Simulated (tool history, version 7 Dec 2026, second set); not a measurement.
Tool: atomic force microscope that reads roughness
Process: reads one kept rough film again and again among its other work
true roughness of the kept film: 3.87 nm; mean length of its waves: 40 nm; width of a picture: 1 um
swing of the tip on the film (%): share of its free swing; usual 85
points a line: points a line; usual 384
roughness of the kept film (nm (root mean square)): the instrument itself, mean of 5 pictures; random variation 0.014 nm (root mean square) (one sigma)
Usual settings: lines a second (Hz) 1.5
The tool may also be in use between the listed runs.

run,hour,lines a second (Hz),swing of the tip on the film (%),points a line,roughness of the kept film (nm (root mean square))
1,0,1.5,85,384,3.285
2,26.1,1.5,85,384,3.266
3,66.9,1.5,85,384,3.262
4,122.9,1.5,83,384,3.306
5,162,1.5,83,384,3.311
6,213.4,1.5,83,384,3.274
7,246.8,1.5,83,384,3.276
8,288.4,1.5,83,384,3.29
9,314.4,1.5,83,384,3.284
10,356.5,1.5,83,384,3.308
11,381.4,1.5,83,384,3.303
12,408,1.17,85,384,3.352
13,469.3,1.17,85,384,3.323
14,502.4,1.17,85,304,3.315
15,557.8,1.17,85,304,3.334
16,611,1.17,85,304,3.294
17,658,1.17,85,304,3.313
18,713.9,1.17,85,304,3.327
19,763.8,1.5,85,384,3.265
20,798.3,1.5,85,384,3.265
21,846.3,1.5,85,384,3.282
22,877.5,1.5,69,840,3.437
23,917.4,0.61,81,909,3.428
24,945.4,0.61,81,909,3.445
25,1002.4,0.79,65,459,3.479
26,1053,2.66,85,450,3.116
27,1085.8,2.66,85,450,3.12
28,1120.8,2.66,85,450,3.122
29,1175.2,2.66,85,450,3.124
30,1218.7,1.72,85,622,3.25
31,1257.5,1.72,89,622,3.231
32,1295.9,0.6,85,582,3.421
33,1327.6,0.6,79,352,3.443
34,1386.6,1.52,79,352,3.323
35,1419.8,0.82,66,384,3.442
36,1449,0.53,85,384,3.425
37,1489.8,2.7,65,718,3.372
38,1521.7,0.85,70,829,3.445
39,1567.4,1.5,63,384,3.43
40,1607.9,1.5,63,384,3.446
41,1665.7,0.66,59,297,3.464
42,1704.1,0.61,83,947,3.443

Not shown: 9 entries that the log had between the listed runs. Between which runs, and how does the tool's hidden state differ before and after?
Between runs 3 and 4: new tip fitted (hour 73.9)
  radius of the tip, nm: 10.4 -> 10.1
Between runs 7 and 8: new tip fitted (hour 260)
  radius of the tip, nm: 10.4 -> 10.1
Between runs 12 and 13: new tip fitted (hour 443.3)
  radius of the tip, nm: 10.4 -> 10.1
Between runs 16 and 17: new tip fitted (hour 629)
  radius of the tip, nm: 10.4 -> 10.1
Between runs 20 and 21: new tip fitted (hour 812.6)
  radius of the tip, nm: 10.4 -> 10.1
Between runs 24 and 25: new tip fitted (hour 997.7)
  radius of the tip, nm: 10.3 -> 10
Between runs 29 and 30: new tip fitted (hour 1181)
  radius of the tip, nm: 10.4 -> 10.1
Between runs 33 and 34: new tip fitted (hour 1365.3)
  radius of the tip, nm: 10.4 -> 10.1
Between runs 38 and 39: new tip fitted (hour 1551.2)
  radius of the tip, nm: 10.4 -> 10
